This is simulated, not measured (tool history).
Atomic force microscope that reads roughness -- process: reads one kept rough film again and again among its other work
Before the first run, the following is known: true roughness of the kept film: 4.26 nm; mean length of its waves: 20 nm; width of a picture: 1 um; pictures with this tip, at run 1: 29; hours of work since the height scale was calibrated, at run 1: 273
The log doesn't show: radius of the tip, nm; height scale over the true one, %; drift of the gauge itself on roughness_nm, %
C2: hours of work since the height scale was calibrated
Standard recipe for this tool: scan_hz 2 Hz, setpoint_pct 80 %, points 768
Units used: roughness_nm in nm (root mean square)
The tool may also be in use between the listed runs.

Run 1, hour 0: usual settings; pictures with this tip 29; C2 273. Result: roughness_nm 2.225 nm (root mean square).
Run 2, hour 17.9: usual settings; pictures with this tip 46; C2 282. Result: roughness_nm 2.068 nm (root mean square).
Run 3, hour 40.5: usual settings; pictures with this tip 67; C2 293. Result: roughness_nm 1.916 nm (root mean square).
Run 4, hour 58.5: usual settings; pictures with this tip 84; C2 302. Result: roughness_nm 1.819 nm (root mean square).
At hour 63.9: new tip fitted.
Run 5, hour 69.6: usual settings; pictures with this tip 6; C2 308. Result: roughness_nm 2.458 nm (root mean square).
Run 6, hour 85.5: usual settings but points 432; pictures with this tip 20; C2 316. Result: roughness_nm 2.275 nm (root mean square).
Run 7, hour 100: usual settings but points 432; pictures with this tip 34; C2 323. Result: roughness_nm 2.18 nm (root mean square).
Run 8, hour 122.9: usual settings but scan_hz 2.2 Hz; pictures with this tip 55; C2 334. Result: roughness_nm 1.973 nm (root mean square).
Run 9, hour 136.6: usual settings; pictures with this tip 68; C2 341. Result: roughness_nm 1.925 nm (root mean square).
Run 10, hour 147.7: usual settings but points 340; pictures with this tip 78; C2 347. Result: roughness_nm 1.84 nm (root mean square).
At hour 159: new tip fitted.
Run 11, hour 160.2: usual settings but points 340; pictures with this tip 1; C2 353. Result: roughness_nm 2.463 nm (root mean square).
Run 12, hour 180.7: usual settings but points 340; pictures with this tip 20; C2 363. Result: roughness_nm 2.274 nm (root mean square).
Run 13, hour 191: usual settings but points 268; pictures with this tip 30; C2 368. Result: roughness_nm 2.158 nm (root mean square).
Run 14, hour 210.3: usual settings but points 268; pictures with this tip 48; C2 378. Result: roughness_nm 2.005 nm (root mean square).
Run 15, hour 222.4: usual settings but points 268; pictures with this tip 59; C2 384. Result: roughness_nm 1.939 nm (root mean square).
Run 16, hour 241: usual settings but scan_hz 3.83 Hz, points 268; pictures with this tip 77; C2 393. Result: roughness_nm 1.602 nm (root mean square).
At hour 254.3: new tip fitted.
Run 17, hour 256.4: usual settings but scan_hz 3.83 Hz, points 268; pictures with this tip 2; C2 400. Result: roughness_nm 2.161 nm (root mean square).
Run 18, hour 275.5: usual settings but scan_hz 1.07 Hz; pictures with this tip 20; C2 410. Result: roughness_nm 2.483 nm (root mean square).
Run 19, hour 293.7: usual settings but scan_hz 3.76 Hz, setpoint_pct 62 %, points 1002; pictures with this tip 37; C2 419. Result: roughness_nm 2.282 nm (root mean square).
Run 20, hour 313: usual settings but scan_hz 3.76 Hz, setpoint_pct 62 %, points 1002; pictures with this tip 55; C2 429. Result: roughness_nm 2.11 nm (root mean square).
Run 21, hour 332.2: usual settings but scan_hz 0.51 Hz, setpoint_pct 78 %, points 413; pictures with this tip 73; C2 438. Result: roughness_nm 2.1 nm (root mean square).
At hour 349.3: new tip fitted.
Run 22, hour 350.7: usual settings but scan_hz 0.83 Hz, setpoint_pct 85 %, points 756; pictures with this tip 2; C2 447. Result: roughness_nm 2.65 nm (root mean square).
Run 23, hour 364: usual settings but scan_hz 0.83 Hz, setpoint_pct 85 %, points 756; pictures with this tip 14; C2 454. Result: roughness_nm 2.529 nm (root mean square).
Run 24, hour 376.9: usual settings but scan_hz 0.83 Hz, setpoint_pct 85 %, points 756; pictures with this tip 26; C2 460. Result: roughness_nm 2.432 nm (root mean square).
Run 25, hour 400.1: usual settings but scan_hz 1.89 Hz, setpoint_pct 85 %, points 756; pictures with this tip 48; C2 472. Result: roughness_nm 2.001 nm (root mean square).
Run 26, hour 418.9: usual settings but scan_hz 1.48 Hz, setpoint_pct 76 %, points 948; pictures with this tip 65; C2 481. Result: roughness_nm 2.067 nm (root mean square).
Run 27, hour 429.9: usual settings but scan_hz 0.82 Hz, points 575; pictures with this tip 75; C2 487. Result: roughness_nm 2.006 nm (root mean square).
Run 28, hour 441.4: usual settings but scan_hz 3.03 Hz, points 696; pictures with this tip 86; C2 492. Result: roughness_nm 1.678 nm (root mean square).
At hour 443.5: new tip fitted.
Run 29, hour 464.1: usual settings but scan_hz 3.03 Hz, points 696; pictures with this tip 19; C2 504. Result: roughness_nm 2.192 nm (root mean square).
Run 30, hour 486.3: usual settings but scan_hz 1.26 Hz, setpoint_pct 56 %, points 538; pictures with this tip 39; C2 515. Result: roughness_nm 2.425 nm (root mean square).
Run 31, hour 503: usual settings but scan_hz 1.26 Hz, setpoint_pct 56 %, points 538; pictures with this tip 55; C2 523. Result: roughness_nm 2.269 nm (root mean square).
Run 32, hour 512.9: usual settings but scan_hz 1.26 Hz, setpoint_pct 56 %, points 538; pictures with this tip 64; C2 528. Result: roughness_nm 2.229 nm (root mean square).
Run 33, hour 527.5: usual settings but scan_hz 1.26 Hz, setpoint_pct 56 %, points 385; pictures with this tip 78; C2 535. Result: roughness_nm 2.08 nm (root mean square).
At hour 540.1: new tip fitted.
Run 34, hour 545.5: usual settings but scan_hz 0.72 Hz, setpoint_pct 83 %, points 730; pictures with this tip 5; C2 544. Result: roughness_nm 2.71 nm (root mean square).
Run 35, hour 567.9: usual settings but scan_hz 2.33 Hz, setpoint_pct 83 %, points 730; pictures with this tip 26; C2 555. Result: roughness_nm 2.177 nm (root mean square).

Below are 3 alternative next runs, each starting from the tool's condition after run 35. Predict each:
Run A, hour 583.8: usual settings but scan_hz 0.76 Hz, setpoint_pct 59 %, points 677; pictures with this tip 41; C2 563. Result: roughness_nm ?.
Run B, hour 583.8: usual settings but scan_hz 0.83 Hz, setpoint_pct 70 %, points 351; pictures with this tip 41; C2 563. Result: roughness_nm ?.
Run C, hour 583.8: usual settings but scan_hz 3.36 Hz, setpoint_pct 83 %, points 730; pictures with this tip 41; C2 563. Result: roughness_nm ?.

run  roughness_nm
  A         2.448
  B         2.372
  C         1.887
Had the tool no hidden state, the same runs would have come out as:
run  roughness_nm
  A         2.935
  B         2.844
  C         2.263
